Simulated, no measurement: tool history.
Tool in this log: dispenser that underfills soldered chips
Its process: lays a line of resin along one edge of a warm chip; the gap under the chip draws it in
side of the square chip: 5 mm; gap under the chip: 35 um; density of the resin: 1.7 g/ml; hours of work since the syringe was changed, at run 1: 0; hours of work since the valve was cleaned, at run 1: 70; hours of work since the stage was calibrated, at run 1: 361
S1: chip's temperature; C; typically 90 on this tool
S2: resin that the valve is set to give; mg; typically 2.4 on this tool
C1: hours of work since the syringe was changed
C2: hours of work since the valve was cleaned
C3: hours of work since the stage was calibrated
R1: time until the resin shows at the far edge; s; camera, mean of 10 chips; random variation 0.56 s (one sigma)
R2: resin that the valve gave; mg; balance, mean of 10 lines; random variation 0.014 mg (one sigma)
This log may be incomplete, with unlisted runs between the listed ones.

run 1 hour=0 | S1=90 S2=2.4 | C1=0 C2=70 C3=361 | R1=52.4 R2=2.31
run 2 hour=5.7 | S1=91 S2=2.4 | C1=5 C2=75 C3=366 | R1=58.2 R2=2.29
-- hour=7.4 new syringe of resin
-- hour=15.8 new syringe of resin
-- hour=18.4 dispensing valve cleaned and set on the balance
run 3 hour=19.9 | S1=91 S2=2.4 | C1=2 C2=1 C3=375 | R1=53 R2=2.4
-- hour=24.4 new syringe of resin
-- hour=32.1 new syringe of resin
run 4 hour=33.9 | S1=91 S2=2.4 | C1=1 C2=11 C3=386 | R1=53.1 R2=2.38
-- hour=40.4 new syringe of resin
run 5 hour=47.3 | S1=90 S2=2.4 | C1=5 C2=21 C3=395 | R1=62 R2=2.38
-- hour=48.5 new syringe of resin
-- hour=56.8 new syringe of resin
run 6 hour=59 | S1=90 S2=2.4 | C1=2 C2=30 C3=404 | R1=55.3 R2=2.35
-- hour=64.8 new syringe of resin
run 7 hour=65.7 | S1=90 S2=2.4 | C1=1 C2=34 C3=409 | R1=53.9 R2=2.35
-- hour=72.4 new syringe of resin
run 8 hour=76.5 | S1=90 S2=2.4 | C1=3 C2=42 C3=417 | R1=57 R2=2.34
-- hour=80 new syringe of resin
run 9 hour=83.8 | S1=87 S2=2.4 | C1=3 C2=48 C3=422 | R1=66.5 R2=2.35
-- hour=88.1 new syringe of resin
-- hour=95.8 new syringe of resin
run 10 hour=97.9 | S1=87 S2=2.4 | C1=2 C2=58 C3=432 | R1=62.8 R2=2.32
-- hour=103.8 new syringe of resin
-- hour=111.4 new syringe of resin
run 11 hour=111.4 | S1=87 S2=2.4 | C1=0 C2=68 C3=442 | R1=59 R2=2.32
-- hour=119.7 new syringe of resin
run 12 hour=121.5 | S1=87 S2=2.4 | C1=1 C2=75 C3=449 | R1=61 R2=2.32
-- hour=127.4 new syringe of resin
-- hour=133.6 dispensing valve cleaned and set on the balance
run 13 hour=135.1 | S1=78 S2=2.4 | C1=5 C2=1 C3=459 | R1=103.5 R2=2.39
-- hour=136.4 new syringe of resin
-- hour=144.1 new syringe of resin
run 14 hour=146.1 | S1=85 S2=2.4 | C1=2 C2=9 C3=467 | R1=67.5 R2=2.37
-- hour=152.2 new syringe of resin
run 15 hour=154.8 | S1=85 S2=2.27 | C1=2 C2=15 C3=473 | R1=69.6 R2=2.25
-- hour=160.9 new syringe of resin
run 16 hour=162.3 | S1=84 S2=2.4 | C1=1 C2=21 C3=478 | R1=70.7 R2=2.41
-- hour=169.5 new syringe of resin
run 17 hour=172 | S1=78 S2=2.4 | C1=2 C2=28 C3=486 | R1=93.4 R2=2.37
-- hour=177.3 new syringe of resin
run 18 hour=180.6 | S1=87 S2=2.57 | C1=3 C2=34 C3=492 | R1=64.4 R2=2.5
-- hour=184.9 new syringe of resin
run 19 hour=187.5 | S1=84 S2=2.21 | C1=2 C2=39 C3=497 | R1=74.6 R2=2.16
-- hour=192.9 new syringe of resin
run 20 hour=199.9 | S1=84 S2=2.21 | C1=5 C2=48 C3=506 | R1=83.9 R2=2.13
-- hour=201.1 new syringe of resin
-- hour=209.2 new syringe of resin
run 21 hour=212.4 | S1=84 S2=2.41 | C1=2 C2=57 C3=515 | R1=73.9 R2=2.35
-- hour=217.2 new syringe of resin
-- hour=225 new syringe of resin
run 22 hour=226.6 | S1=91 S2=2.61 | C1=1 C2=68 C3=525 | R1=55.5 R2=2.51
-- hour=233.4 new syringe of resin
run 23 hour=235.9 | S1=100 S2=2.53 | C1=2 C2=75 C3=532 | R1=39.1 R2=2.42
-- hour=241.4 new syringe of resin
-- hour=249 dispensing valve cleaned and set on the balance
run 24 hour=249.6 | S1=83 S2=2.13 | C1=5 C2=1 C3=542 | R1=87.9 R2=2.13
-- hour=250.7 new syringe of resin
-- hour=254.7 stage's temperature calibrated
-- hour=259.5 new syringe of resin
run 25 hour=261.8 | S1=86 S2=2.18 | C1=2 C2=9 C3=5 | R1=59.3 R2=2.18
-- hour=267.1 new syringe of resin
run 26 hour=272.1 | S1=82 S2=2.29 | C1=4 C2=16 C3=13 | R1=75.6 R2=2.27
-- hour=274.9 new syringe of resin
-- hour=283 new syringe of resin
run 27 hour=284.6 | S1=90 S2=2.41 | C1=1 C2=25 C3=22 | R1=49.6 R2=2.36
-- hour=291 new syringe of resin
run 28 hour=291.6 | S1=90 S2=2.41 | C1=0 C2=30 C3=27 | R1=48.7 R2=2.36
-- hour=298.8 new syringe of resin
run 29 hour=301.4 | S1=88 S2=2.31 | C1=2 C2=37 C3=34 | R1=56.9 R2=2.27
-- hour=306.8 new syringe of resin
run 30 hour=310.8 | S1=88 S2=2.31 | C1=3 C2=44 C3=41 | R1=56.9 R2=2.26
-- hour=314.3 new syringe of resin
-- hour=322.6 new syringe of resin
run 31 hour=323.9 | S1=88 S2=2.31 | C1=1 C2=54 C3=50 | R1=55.2 R2=2.23
-- hour=330.2 new syringe of resin
run 32 hour=331.4 | S1=88 S2=2.31 | C1=1 C2=59 C3=56 | R1=54.8 R2=2.24
-- hour=337.8 new syringe of resin
run 33 hour=345 | S1=94 S2=2.31 | C1=5 C2=69 C3=66 | R1=50.6 R2=2.21
-- hour=346 new syringe of resin
run 34 hour=352.7 | S1=94 S2=2.31 | C1=5 C2=75 C3=72 | R1=48.6 R2=2.22

Hidden condition of the tool, last listed run before each entry between runs versus first listed run after:
In the gap between runs 2 and 3: new syringe of resin (hour 7.4); new syringe of resin (hour 15.8); dispensing valve cleaned and set on the balance (hour 18.4)
  resin's viscosity, % of fresh resin's: 117.6 -> 106.1; dose that the valve gives, % of what is set: 96.23 -> 99.91; true chip temperature over the reading, C: -2 -> -2.05
  the result without the hidden state subtracted from the measured one, R1: +12.6 -> +6.8 s; R2: -0.09 -> +0 mg
In the gap between runs 3 and 4: new syringe of resin (hour 24.4); new syringe of resin (hour 32.1)
  resin's viscosity, % of fresh resin's: 106.1 -> 105.3; dose that the valve gives, % of what is set: 99.91 -> 99.38; true chip temperature over the reading, C: -2.05 -> -2.11
  the result without the hidden state subtracted from the measured one, R1: +6.8 -> +6.6 s; R2: +0 -> -0.02 mg
In the gap between runs 4 and 5: new syringe of resin (hour 40.4)
  resin's viscosity, % of fresh resin's: 105.3 -> 118.1; dose that the valve gives, % of what is set: 99.38 -> 98.86; true chip temperature over the reading, C: -2.11 -> -2.17
  the result without the hidden state subtracted from the measured one, R1: +6.6 -> +13.9 s; R2: -0.02 -> -0.02 mg
In the gap between runs 5 and 6: new syringe of resin (hour 48.5); new syringe of resin (hour 56.8)
  resin's viscosity, % of fresh resin's: 118.1 -> 105.2; dose that the valve gives, % of what is set: 98.86 -> 98.39; true chip temperature over the reading, C: -2.17 -> -2.21
  the result without the hidden state subtracted from the measured one, R1: +13.9 -> +7.3 s; R2: -0.02 -> -0.04 mg
In the gap between runs 6 and 7: new syringe of resin (hour 64.8)
  resin's viscosity, % of fresh resin's: 105.2 -> 102.5; dose that the valve gives, % of what is set: 98.39 -> 98.1; true chip temperature over the reading, C: -2.21 -> -2.24
  the result without the hidden state subtracted from the measured one, R1: +7.3 -> +5.9 s; R2: -0.04 -> -0.04 mg
In the gap between runs 7 and 8: new syringe of resin (hour 72.4)
  resin's viscosity, % of fresh resin's: 102.5 -> 109.9; dose that the valve gives, % of what is set: 98.1 -> 97.67; true chip temperature over the reading, C: -2.24 -> -2.29
  the result without the hidden state subtracted from the measured one, R1: +5.9 -> +9.8 s; R2: -0.04 -> -0.06 mg
In the gap between runs 8 and 9: new syringe of resin (hour 80)
  resin's viscosity, % of fresh resin's: 109.9 -> 110.1; dose that the valve gives, % of what is set: 97.67 -> 97.36; true chip temperature over the reading, C: -2.29 -> -2.32
  the result without the hidden state subtracted from the measured one, R1: +9.8 -> +11.6 s; R2: -0.06 -> -0.06 mg
In the gap between runs 9 and 10: new syringe of resin (hour 88.1); new syringe of resin (hour 95.8)
  resin's viscosity, % of fresh resin's: 110.1 -> 105.5; dose that the valve gives, % of what is set: 97.36 -> 96.8; true chip temperature over the reading, C: -2.32 -> -2.38
  the result without the hidden state subtracted from the measured one, R1: +11.6 -> +9 s; R2: -0.06 -> -0.07 mg
In the gap between runs 10 and 11: new syringe of resin (hour 103.8); new syringe of resin (hour 111.4)
  resin's viscosity, % of fresh resin's: 105.5 -> 99; dose that the valve gives, % of what is set: 96.8 -> 96.26; true chip temperature over the reading, C: -2.38 -> -2.43
  the result without the hidden state subtracted from the measured one, R1: +9 -> +5.2 s; R2: -0.07 -> -0.09 mg
In the gap between runs 11 and 12: new syringe of resin (hour 119.7)
  resin's viscosity, % of fresh resin's: 99 -> 102.2; dose that the valve gives, % of what is set: 96.26 -> 95.88; true chip temperature over the reading, C: -2.43 -> -2.47
  the result without the hidden state subtracted from the measured one, R1: +5.2 -> +7.2 s; R2: -0.09 -> -0.1 mg
In the gap between runs 12 and 13: new syringe of resin (hour 127.4); dispensing valve cleaned and set on the balance (hour 133.6)
  resin's viscosity, % of fresh resin's: 102.2 -> 118.4; dose that the valve gives, % of what is set: 95.88 -> 99.65; true chip temperature over the reading, C: -2.47 -> -2.53
  the result without the hidden state subtracted from the measured one, R1: +7.2 -> +25.2 s; R2: -0.1 -> -0.01 mg
In the gap between runs 13 and 14: new syringe of resin (hour 136.4); new syringe of resin (hour 144.1)
  resin's viscosity, % of fresh resin's: 118.4 -> 103.2; dose that the valve gives, % of what is set: 99.65 -> 99.18; true chip temperature over the reading, C: -2.53 -> -2.57
  the result without the hidden state subtracted from the measured one, R1: +25.2 -> +8.7 s; R2: -0.01 -> -0.02 mg
In the gap between runs 14 and 15: new syringe of resin (hour 152.2)
  resin's viscosity, % of fresh resin's: 103.2 -> 108.1; dose that the valve gives, % of what is set: 99.18 -> 98.83; true chip temperature over the reading, C: -2.57 -> -2.61
  the result without the hidden state subtracted from the measured one, R1: +8.7 -> +11.9 s; R2: -0.02 -> -0.03 mg
In the gap between runs 15 and 16: new syringe of resin (hour 160.9)
  resin's viscosity, % of fresh resin's: 108.1 -> 104.7; dose that the valve gives, % of what is set: 98.83 -> 98.52; true chip temperature over the reading, C: -2.61 -> -2.64
  the result without the hidden state subtracted from the measured one, R1: +11.9 -> +10.3 s; R2: -0.03 -> -0.04 mg
In the gap between runs 16 and 17: new syringe of resin (hour 169.5)
  resin's viscosity, % of fresh resin's: 104.7 -> 107.6; dose that the valve gives, % of what is set: 98.52 -> 98.11; true chip temperature over the reading, C: -2.64 -> -2.68
  the result without the hidden state subtracted from the measured one, R1: +10.3 -> +16.1 s; R2: -0.04 -> -0.04 mg
In the gap between runs 17 and 18: new syringe of resin (hour 177.3)
  resin's viscosity, % of fresh resin's: 107.6 -> 107.1; dose that the valve gives, % of what is set: 98.11 -> 97.78; true chip temperature over the reading, C: -2.68 -> -2.72
  the result without the hidden state subtracted from the measured one, R1: +16.1 -> +10.6 s; R2: -0.04 -> -0.06 mg
In the gap between runs 18 and 19: new syringe of resin (hour 184.9)
  dose that the valve gives, % of what is set: 97.78 -> 97.49; true chip temperature over the reading, C: -2.72 -> -2.75
  the result without the hidden state subtracted from the measured one, R1: +10.6 -> +12.7 s; R2: -0.06 -> -0.05 mg
In the gap between runs 19 and 20: new syringe of resin (hour 192.9)
  resin's viscosity, % of fresh resin's: 107.1 -> 119.6; dose that the valve gives, % of what is set: 97.49 -> 97.01; true chip temperature over the reading, C: -2.75 -> -2.8
  the result without the hidden state subtracted from the measured one, R1: +12.7 -> +21.8 s; R2: -0.05 -> -0.07 mg
In the gap between runs 20 and 21: new syringe of resin (hour 201.1); new syringe of resin (hour 209.2)
  resin's viscosity, % of fresh resin's: 119.6 -> 107.1; dose that the valve gives, % of what is set: 97.01 -> 96.56; true chip temperature over the reading, C: -2.8 -> -2.85
  the result without the hidden state subtracted from the measured one, R1: +21.8 -> +12.8 s; R2: -0.07 -> -0.08 mg
In the gap between runs 21 and 22: new syringe of resin (hour 217.2); new syringe of resin (hour 225)
  resin's viscosity, % of fresh resin's: 107.1 -> 105.4; dose that the valve gives, % of what is set: 96.56 -> 95.99; true chip temperature over the reading, C: -2.85 -> -2.91
  the result without the hidden state subtracted from the measured one, R1: +12.8 -> +8.7 s; R2: -0.08 -> -0.1 mg
In the gap between runs 22 and 23: new syringe of resin (hour 233.4)
  resin's viscosity, % of fresh resin's: 105.4 -> 107.8; dose that the valve gives, % of what is set: 95.99 -> 95.65; true chip temperature over the reading, C: -2.91 -> -2.94
  the result without the hidden state subtracted from the measured one, R1: +8.7 -> +6.8 s; R2: -0.1 -> -0.11 mg
In the gap between runs 23 and 24: new syringe of resin (hour 241.4); dispensing valve cleaned and set on the balance (hour 249)
  resin's viscosity, % of fresh resin's: 107.8 -> 121.2; dose that the valve gives, % of what is set: 95.65 -> 99.97; true chip temperature over the reading, C: -2.94 -> -3
  the result without the hidden state subtracted from the measured one, R1: +6.8 -> +24 s; R2: -0.11 -> +0 mg
In the gap between runs 24 and 25: new syringe of resin (hour 250.7); stage's temperature calibrated (hour 254.7); new syringe of resin (hour 259.5)
  resin's viscosity, % of fresh resin's: 121.2 -> 103.1; dose that the valve gives, % of what is set: 99.97 -> 99.56; true chip temperature over the reading, C: -3 -> -0.12
  the result without the hidden state subtracted from the measured one, R1: +24 -> +2.1 s; R2: +0 -> -0.01 mg
In the gap between runs 25 and 26: new syringe of resin (hour 267.1)
  resin's viscosity, % of fresh resin's: 103.1 -> 113.3; dose that the valve gives, % of what is set: 99.56 -> 99.18; true chip temperature over the reading, C: -0.12 -> -0.17
  the result without the hidden state subtracted from the measured one, R1: +2.1 -> +9.4 s; R2: -0.01 -> -0.02 mg
In the gap between runs 26 and 27: new syringe of resin (hour 274.9); new syringe of resin (hour 283)
  resin's viscosity, % of fresh resin's: 113.3 -> 103.4; dose that the valve gives, % of what is set: 99.18 -> 98.73; true chip temperature over the reading, C: -0.17 -> -0.22
  the result without the hidden state subtracted from the measured one, R1: +9.4 -> +2.1 s; R2: -0.02 -> -0.03 mg
In the gap between runs 27 and 28: new syringe of resin (hour 291)
  resin's viscosity, % of fresh resin's: 103.4 -> 101.6; dose that the valve gives, % of what is set: 98.73 -> 98.48; true chip temperature over the reading, C: -0.22 -> -0.25
  the result without the hidden state subtracted from the measured one, R1: +2.1 -> +1.3 s; R2: -0.03 -> -0.04 mg
In the gap between runs 28 and 29: new syringe of resin (hour 298.8)
  resin's viscosity, % of fresh resin's: 101.6 -> 106.5; dose that the valve gives, % of what is set: 98.48 -> 98.08; true chip temperature over the reading, C: -0.25 -> -0.29
  the result without the hidden state subtracted from the measured one, R1: +1.3 -> +4.3 s; R2: -0.04 -> -0.05 mg
In the gap between runs 29 and 30: new syringe of resin (hour 306.8)
  resin's viscosity, % of fresh resin's: 106.5 -> 109.7; dose that the valve gives, % of what is set: 98.08 -> 97.75; true chip temperature over the reading, C: -0.29 -> -0.32
  the result without the hidden state subtracted from the measured one, R1: +4.3 -> +5.9 s; R2: -0.05 -> -0.06 mg
In the gap between runs 30 and 31: new syringe of resin (hour 314.3); new syringe of resin (hour 322.6)
  resin's viscosity, % of fresh resin's: 109.7 -> 103.8; dose that the valve gives, % of what is set: 97.75 -> 97.27; true chip temperature over the reading, C: -0.32 -> -0.38
  the result without the hidden state subtracted from the measured one, R1: +5.9 -> +3 s; R2: -0.06 -> -0.06 mg
In the gap between runs 31 and 32: new syringe of resin (hour 330.2)
  resin's viscosity, % of fresh resin's: 103.8 -> 104.4; dose that the valve gives, % of what is set: 97.27 -> 96.99; true chip temperature over the reading, C: -0.38 -> -0.41
  the result without the hidden state subtracted from the measured one, R1: +3 -> +3.4 s; R2: -0.06 -> -0.07 mg
In the gap between runs 32 and 33: new syringe of resin (hour 337.8)
  resin's viscosity, % of fresh resin's: 104.4 -> 119.6; dose that the valve gives, % of what is set: 96.99 -> 96.45; true chip temperature over the reading, C: -0.41 -> -0.47
  the result without the hidden state subtracted from the measured one, R1: +3.4 -> +9.2 s; R2: -0.07 -> -0.08 mg
In the gap between runs 33 and 34: new syringe of resin (hour 346)
  resin's viscosity, % of fresh resin's: 119.6 -> 118; dose that the valve gives, % of what is set: 96.45 -> 96.16; true chip temperature over the reading, C: -0.47 -> -0.5
  the result without the hidden state subtracted from the measured one, R1: +9.2 -> +8.5 s; R2: -0.08 -> -0.08 mg

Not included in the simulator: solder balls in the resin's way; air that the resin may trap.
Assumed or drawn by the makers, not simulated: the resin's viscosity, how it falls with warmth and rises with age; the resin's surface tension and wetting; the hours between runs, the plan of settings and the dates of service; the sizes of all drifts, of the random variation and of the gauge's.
